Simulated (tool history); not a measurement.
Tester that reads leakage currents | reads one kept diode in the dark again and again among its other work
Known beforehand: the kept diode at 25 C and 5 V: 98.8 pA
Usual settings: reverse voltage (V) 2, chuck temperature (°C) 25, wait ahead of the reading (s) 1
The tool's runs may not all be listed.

| run | hour | reverse voltage (V) | chuck temperature (°C) | wait ahead of the reading (s) | current that the tester gives (pA) |
|---|---|---|---|---|---|
| 1 | 0 | 2 | 25 | 1 | 73.09 |
| 2 | 212 | 2 | 25 | 1 | 72.79 |
| 3 | 359.2 | 2 | 25 | 1 | 72.93 |
| 4 | 484 | 2 | 25 | 1 | 72.69 |
| 5 | 694 | 2 | 25 | 1 | 73.01 |
| 6 | 929.6 | 2 | 25 | 1 | 73.14 |
| 7 | 1177.2 | 2 | 25 | 1 | 72.83 |
| 8 | 1412.5 | 2 | 25 | 1 | 72.95 |
| 9 | 1557.8 | 2 | 25 | 1 | 73.28 |
| 10 | 1747.9 | 7.22 | 25 | 1 | 114.87 |
| 11 | 1854 | 7.22 | 25 | 1 | 114.83 |
| 12 | 1985.8 | 4.07 | 25 | 1 | 93.78 |
| 13 | 2161 | 4.07 | 25 | 1 | 94.04 |
| 14 | 2339.2 | 4.07 | 25 | 1 | 93.84 |
| 15 | 2567.1 | 4.07 | 25 | 1 | 94.18 |
| 16 | 2751.4 | 2 | 25 | 1 | 72.95 |
| 17 | 2897.9 | 2 | 25 | 1 | 72.79 |
| 18 | 3121.8 | 9.91 | 25 | 1 | 128.26 |
| 19 | 3305.6 | 2 | 25 | 1 | 72.6 |
| 20 | 3416.7 | 1.94 | 25 | 1 | 72.04 |
| 21 | 3539.5 | 1.94 | 20 | 1 | 44.26 |
| 22 | 3735.7 | 1.94 | 20 | 1 | 44.28 |
| 23 | 3923.6 | 1.94 | 20 | 1 | 44.54 |
| 24 | 4039.3 | 1.94 | 20 | 1 | 44.56 |
| 25 | 4241 | 12.5 | 20 | 2.73 | 85.21 |
| 26 | 4359.8 | 12.5 | 46 | 0.33 | 915.89 |
| 27 | 4540.8 | 12.5 | 46 | 0.33 | 911.93 |
| 28 | 4726.3 | 4.23 | 46 | 6.98 | 618.65 |
| 29 | 4929.2 | 4.23 | 23 | 6.98 | 76.91 |
| 30 | 5057.1 | 8.15 | 23 | 3.72 | 96.81 |
| 31 | 5212 | 8.15 | 23 | 3.72 | 97.54 |
| 32 | 5460.3 | 2 | 47 | 3.63 | 522.05 |
| 33 | 5632.3 | 1.93 | 25 | 8.53 | 71.2 |
| 34 | 5842.7 | 8.82 | 30 | 0.42 | 201.19 |
| 35 | 6093.2 | 8.82 | 30 | 0.55 | 198.6 |
| 36 | 6342.3 | 4.22 | 55 | 0.66 | 1295.81 |
| 37 | 6529.7 | 13.42 | 47 | 1 | 1004.92 |
| 38 | 6643.2 | 13.42 | 47 | 1 | 1005.82 |
| 39 | 6856.2 | 16.92 | 25 | 1 | 156.77 |

Not shown: 9 entries that the log had between the listed runs. Between which runs, and how does the tool's hidden state differ before and after?
After run 5, before run 6: chuck's temperature calibrated (hour 772.7); probe card cleaned and baked (hour 854.9)
  stray current of the dirty probe card, pA a volt: 0.035 -> 0.021; true chuck temperature over the reading, C: -0.01 -> 0
  measured result minus the result with no hidden state, current that the tester gives (pA): -0.04 -> -0.01
After run 14, before run 15: chuck's temperature calibrated (hour 2411.1); probe card cleaned and baked (hour 2567.1)
  stray current of the dirty probe card, pA a volt: 0.034 -> 0.02; true chuck temperature over the reading, C: -0.01 -> 0
  measured result minus the result with no hidden state, current that the tester gives (pA): -0.03 -> -0.02
After run 22, before run 23: tester calibrated (hour 3810.5)
  stray current of the dirty probe card, pA a volt: 0.031 -> 0.033; current scale over the true one, %: -0.01 -> 0
  measured result minus the result with no hidden state, current that the tester gives (pA): -0.02 -> -0.01
After run 24, before run 25: chuck's temperature calibrated (hour 4055.4)
  stray current of the dirty probe card, pA a volt: 0.034 -> 0.035; true chuck temperature over the reading, C: -0.01 -> 0
  measured result minus the result with no hidden state, current that the tester gives (pA): -0.02 -> +0.19
After run 25, before run 26: probe card cleaned and baked (hour 4288.4)
  stray current of the dirty probe card, pA a volt: 0.035 -> 0.021
  measured result minus the result with no hidden state, current that the tester gives (pA): +0.19 -> -0.07
After run 33, before run 34: chuck's temperature calibrated (hour 5706.8)
  stray current of the dirty probe card, pA a volt: 0.032 -> 0.034; true chuck temperature over the reading, C: -0.01 -> 0
  measured result minus the result with no hidden state, current that the tester gives (pA): -0.04 -> +0.09
After run 34, before run 35: probe card cleaned and baked (hour 6002.9)
  stray current of the dirty probe card, pA a volt: 0.034 -> 0.021
  measured result minus the result with no hidden state, current that the tester gives (pA): +0.09 -> -0.06

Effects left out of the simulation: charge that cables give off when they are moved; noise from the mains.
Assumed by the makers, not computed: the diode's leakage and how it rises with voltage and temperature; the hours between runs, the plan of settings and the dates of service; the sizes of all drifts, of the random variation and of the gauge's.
